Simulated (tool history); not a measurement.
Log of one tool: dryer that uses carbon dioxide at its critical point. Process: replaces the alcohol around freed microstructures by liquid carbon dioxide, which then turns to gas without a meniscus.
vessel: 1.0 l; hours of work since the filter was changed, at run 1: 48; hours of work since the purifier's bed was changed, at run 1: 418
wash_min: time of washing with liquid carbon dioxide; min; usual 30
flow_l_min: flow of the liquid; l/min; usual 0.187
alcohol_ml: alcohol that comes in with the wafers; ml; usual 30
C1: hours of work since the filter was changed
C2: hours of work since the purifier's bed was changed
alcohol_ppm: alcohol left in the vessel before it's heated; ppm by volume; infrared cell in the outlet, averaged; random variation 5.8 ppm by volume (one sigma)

{"run": 1, "day": 0.0, "wash_min": 30, "flow_l_min": 0.187, "alcohol_ml": 30, "C1": 48, "C2": 418, "alcohol_ppm": 335}
{"run": 2, "day": 0.733, "wash_min": 30, "flow_l_min": 0.187, "alcohol_ml": 30, "C1": 54, "C2": 424, "alcohol_ppm": 325}
{"run": 3, "day": 2.312, "wash_min": 30, "flow_l_min": 0.187, "alcohol_ml": 30, "C1": 66, "C2": 437, "alcohol_ppm": 326}
{"run": 4, "day": 3.125, "wash_min": 30, "flow_l_min": 0.187, "alcohol_ml": 30, "C1": 73, "C2": 443, "alcohol_ppm": 349}
{"run": 5, "day": 4.921, "wash_min": 30, "flow_l_min": 0.187, "alcohol_ml": 30, "C1": 87, "C2": 457, "alcohol_ppm": 339}
{"run": 6, "day": 6.346, "wash_min": 31, "flow_l_min": 0.187, "alcohol_ml": 30, "C1": 98, "C2": 469, "alcohol_ppm": 311}
{"run": 7, "day": 8.029, "wash_min": 31, "flow_l_min": 0.187, "alcohol_ml": 30, "C1": 112, "C2": 482, "alcohol_ppm": 324}
{"run": 8, "day": 9.012, "wash_min": 39, "flow_l_min": 0.22, "alcohol_ml": 36, "C1": 120, "C2": 490, "alcohol_ppm": 167}
{"run": 9, "day": 10.367, "wash_min": 25, "flow_l_min": 0.301, "alcohol_ml": 120, "C1": 130, "C2": 501, "alcohol_ppm": 297}
{"run": 10, "day": 11.925, "wash_min": 25, "flow_l_min": 0.267, "alcohol_ml": 120, "C1": 143, "C2": 513, "alcohol_ppm": 478}
{"run": 11, "day": 12.742, "wash_min": 25, "flow_l_min": 0.267, "alcohol_ml": 120, "C1": 149, "C2": 520, "alcohol_ppm": 511}
{"run": 12, "day": 14.329, "wash_min": 44, "flow_l_min": 0.158, "alcohol_ml": 30, "C1": 162, "C2": 532, "alcohol_ppm": 231}

The same runs without the tool's hidden state, with the same run-to-run variation:
The hidden state here: flow that reaches the vessel past the clogged filter, %; alcohol in the recycled carbon dioxide, ppm; drift of the gauge itself on alcohol_ppm, %.
run=1 alcohol_ppm=205
run=2 alcohol_ppm=195
run=3 alcohol_ppm=192
run=4 alcohol_ppm=206
run=5 alcohol_ppm=193
run=6 alcohol_ppm=163
run=7 alcohol_ppm=166
run=8 alcohol_ppm=23
run=9 alcohol_ppm=130
run=10 alcohol_ppm=282
run=11 alcohol_ppm=305
run=12 alcohol_ppm=67

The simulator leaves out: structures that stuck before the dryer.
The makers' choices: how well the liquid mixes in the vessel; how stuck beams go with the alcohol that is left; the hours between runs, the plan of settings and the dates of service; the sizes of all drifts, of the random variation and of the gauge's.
